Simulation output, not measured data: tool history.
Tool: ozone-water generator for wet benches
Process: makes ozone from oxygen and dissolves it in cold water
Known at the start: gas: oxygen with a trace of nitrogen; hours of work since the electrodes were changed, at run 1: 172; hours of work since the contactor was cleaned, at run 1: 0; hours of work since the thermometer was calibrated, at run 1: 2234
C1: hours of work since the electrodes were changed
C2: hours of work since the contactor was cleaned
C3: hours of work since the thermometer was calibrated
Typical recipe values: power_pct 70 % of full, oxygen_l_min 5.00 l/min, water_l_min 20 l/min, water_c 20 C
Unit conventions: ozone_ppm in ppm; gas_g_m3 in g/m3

{"run": 1, "hour": 0.0, "power_pct": 70, "oxygen_l_min": 5.0, "water_l_min": 20, "water_c": 20, "C1": 172, "C2": 0, "C3": 2234, "ozone_ppm": 21.6, "gas_g_m3": 228.1}
{"run": 2, "hour": 78.9, "power_pct": 70, "oxygen_l_min": 5.0, "water_l_min": 20, "water_c": 20, "C1": 226, "C2": 54, "C3": 2288, "ozone_ppm": 21.6, "gas_g_m3": 226.3}
{"run": 3, "hour": 114.6, "power_pct": 70, "oxygen_l_min": 5.0, "water_l_min": 20, "water_c": 20, "C1": 251, "C2": 78, "C3": 2312, "ozone_ppm": 21.4, "gas_g_m3": 225.3}
{"run": 4, "hour": 174.3, "power_pct": 70, "oxygen_l_min": 5.0, "water_l_min": 20, "water_c": 20, "C1": 291, "C2": 119, "C3": 2353, "ozone_ppm": 21.4, "gas_g_m3": 225.6}
{"run": 5, "hour": 214.5, "power_pct": 70, "oxygen_l_min": 5.0, "water_l_min": 20, "water_c": 20, "C1": 319, "C2": 146, "C3": 2380, "ozone_ppm": 21.3, "gas_g_m3": 225.6}
{"run": 6, "hour": 274.5, "power_pct": 70, "oxygen_l_min": 5.0, "water_l_min": 20, "water_c": 20, "C1": 360, "C2": 187, "C3": 2421, "ozone_ppm": 21.8, "gas_g_m3": 225.4}
{"run": 7, "hour": 346.1, "power_pct": 70, "oxygen_l_min": 5.0, "water_l_min": 12, "water_c": 20, "C1": 409, "C2": 236, "C3": 2470, "ozone_ppm": 33.2, "gas_g_m3": 226.1}
{"run": 8, "hour": 403.9, "power_pct": 70, "oxygen_l_min": 5.0, "water_l_min": 20, "water_c": 20, "C1": 448, "C2": 276, "C3": 2509, "ozone_ppm": 21.4, "gas_g_m3": 224.4}
{"run": 9, "hour": 487.6, "power_pct": 70, "oxygen_l_min": 5.0, "water_l_min": 20, "water_c": 20, "C1": 505, "C2": 333, "C3": 2567, "ozone_ppm": 21.0, "gas_g_m3": 226.6}
{"run": 10, "hour": 545.8, "power_pct": 70, "oxygen_l_min": 5.0, "water_l_min": 20, "water_c": 20, "C1": 545, "C2": 373, "C3": 2606, "ozone_ppm": 21.2, "gas_g_m3": 223.3}
{"run": 11, "hour": 593.4, "power_pct": 70, "oxygen_l_min": 5.0, "water_l_min": 20, "water_c": 20, "C1": 577, "C2": 405, "C3": 2639, "ozone_ppm": 21.3, "gas_g_m3": 224.9}
{"run": 12, "hour": 643.8, "power_pct": 70, "oxygen_l_min": 5.0, "water_l_min": 20, "water_c": 20, "C1": 612, "C2": 439, "C3": 2673, "ozone_ppm": 21.0, "gas_g_m3": 223.5}
{"run": 13, "hour": 697.8, "power_pct": 70, "oxygen_l_min": 5.0, "water_l_min": 20, "water_c": 15, "C1": 649, "C2": 476, "C3": 2710, "ozone_ppm": 22.8, "gas_g_m3": 223.9}
{"run": 14, "hour": 771.6, "power_pct": 70, "oxygen_l_min": 5.92, "water_l_min": 18, "water_c": 23, "C1": 699, "C2": 527, "C3": 2760, "ozone_ppm": 22.6, "gas_g_m3": 209.4}
{"run": 15, "hour": 810.7, "power_pct": 63, "oxygen_l_min": 5.0, "water_l_min": 20, "water_c": 23, "C1": 726, "C2": 553, "C3": 2787, "ozone_ppm": 18.3, "gas_g_m3": 202.8}
{"run": 16, "hour": 888.0, "power_pct": 70, "oxygen_l_min": 3.38, "water_l_min": 14, "water_c": 20, "C1": 778, "C2": 606, "C3": 2840, "ozone_ppm": 27.7, "gas_g_m3": 260.7}
{"run": 17, "hour": 965.5, "power_pct": 47, "oxygen_l_min": 5.0, "water_l_min": 20, "water_c": 20, "C1": 831, "C2": 659, "C3": 2893, "ozone_ppm": 15.0, "gas_g_m3": 157.6}
{"run": 18, "hour": 1042.7, "power_pct": 44, "oxygen_l_min": 4.01, "water_l_min": 20, "water_c": 20, "C1": 884, "C2": 712, "C3": 2945, "ozone_ppm": 13.2, "gas_g_m3": 162.2}
{"run": 19, "hour": 1109.8, "power_pct": 70, "oxygen_l_min": 5.0, "water_l_min": 12, "water_c": 20, "C1": 930, "C2": 757, "C3": 2991, "ozone_ppm": 32.1, "gas_g_m3": 220.8}
{"run": 20, "hour": 1192.5, "power_pct": 70, "oxygen_l_min": 5.0, "water_l_min": 20, "water_c": 13, "C1": 986, "C2": 814, "C3": 3048, "ozone_ppm": 22.9, "gas_g_m3": 222.7}
{"run": 21, "hour": 1275.3, "power_pct": 70, "oxygen_l_min": 2.54, "water_l_min": 20, "water_c": 13, "C1": 1043, "C2": 870, "C3": 3104, "ozone_ppm": 18.9, "gas_g_m3": 290.8}
{"run": 22, "hour": 1340.8, "power_pct": 70, "oxygen_l_min": 2.54, "water_l_min": 20, "water_c": 18, "C1": 1087, "C2": 915, "C3": 3149, "ozone_ppm": 17.9, "gas_g_m3": 288.8}
{"run": 23, "hour": 1401.0, "power_pct": 70, "oxygen_l_min": 2.54, "water_l_min": 20, "water_c": 14, "C1": 1129, "C2": 956, "C3": 3190, "ozone_ppm": 18.5, "gas_g_m3": 287.0}
{"run": 24, "hour": 1455.2, "power_pct": 70, "oxygen_l_min": 2.54, "water_l_min": 20, "water_c": 14, "C1": 1165, "C2": 993, "C3": 3227, "ozone_ppm": 18.6, "gas_g_m3": 289.2}
{"run": 25, "hour": 1523.3, "power_pct": 70, "oxygen_l_min": 3.7, "water_l_min": 25, "water_c": 19, "C1": 1212, "C2": 1040, "C3": 3273, "ozone_ppm": 15.4, "gas_g_m3": 250.2}

4 ways to go on from here, each from the tool as it stands after run 25. What would each give?
{"run": "A", "hour": 1588.8, "power_pct": 66, "oxygen_l_min": 4.41, "water_l_min": 12, "water_c": 20, "C1": 1257, "C2": 1084, "C3": 3318, "ozone_ppm": "?", "gas_g_m3": "?"}
{"run": "B", "hour": 1588.8, "power_pct": 70, "oxygen_l_min": 4.68, "water_l_min": 25, "water_c": 19, "C1": 1257, "C2": 1084, "C3": 3318, "ozone_ppm": "?", "gas_g_m3": "?"}
{"run": "C", "hour": 1588.8, "power_pct": 85, "oxygen_l_min": 5.0, "water_l_min": 20, "water_c": 20, "C1": 1257, "C2": 1084, "C3": 3318, "ozone_ppm": "?", "gas_g_m3": "?"}
{"run": "D", "hour": 1588.8, "power_pct": 85, "oxygen_l_min": 6.14, "water_l_min": 25, "water_c": 25, "C1": 1257, "C2": 1084, "C3": 3318, "ozone_ppm": "?", "gas_g_m3": "?"}

run=A ozone_ppm=30.0 gas_g_m3=221.2
run=B ozone_ppm=16.2 gas_g_m3=225.0
run=C ozone_ppm=24.4 gas_g_m3=260.3
run=D ozone_ppm=18.4 gas_g_m3=239.5
Take away the tool's hidden state, keep each run's random variation, and the runs would have read:
run=A ozone_ppm=31.6 gas_g_m3=229.4
run=B ozone_ppm=17.2 gas_g_m3=233.8
run=C ozone_ppm=26.1 gas_g_m3=272.2
run=D ozone_ppm=19.8 gas_g_m3=250.6
